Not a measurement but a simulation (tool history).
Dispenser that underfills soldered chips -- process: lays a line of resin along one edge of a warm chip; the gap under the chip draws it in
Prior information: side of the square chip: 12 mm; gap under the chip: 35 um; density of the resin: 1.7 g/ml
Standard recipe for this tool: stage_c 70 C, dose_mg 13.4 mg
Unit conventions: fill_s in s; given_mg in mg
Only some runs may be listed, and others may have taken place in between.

run  hour  stage_c  dose_mg  fill_s  given_mg
  1     0       70     13.4   254.4     13.21
  2   4.6       70     13.4     311     13.17
  3   7.1       70     13.4   351.2     13.09
  4  10.5       70     13.4   428.5     13.08
     13.4  -- new syringe of resin
  5  16.4       70     13.4   262.1     13.01
  6  20.5       61     13.5   513.2     13.13
  7  25.3       61     13.5   655.7     13.12
  8  28.6       76     13.5     335     13.17
     29.2  -- new syringe of resin
  9  32.2       56     15.1   578.6     14.56
 10  37.6       56     15.1   749.5     14.49

What if the next run were any one of these 4? Each begins from the tool's condition after run 10:
  A  41.2       58     16.1       ?         ?
  B  41.2       63     15.1       ?         ?
  C  41.2       74     14.7       ?         ?
  D  41.2       83     17.1       ?         ?

run  fill_s  given_mg
  A   774.7     15.58
  B   597.1     14.53
  C   320.9     14.13
  D   200.1     16.49
Without the tool's hidden state the same runs would have given:
run  fill_s  given_mg
  A   417.5     16.21
  B   321.7     15.11
  C   172.9      14.7
  D   108.3     17.15
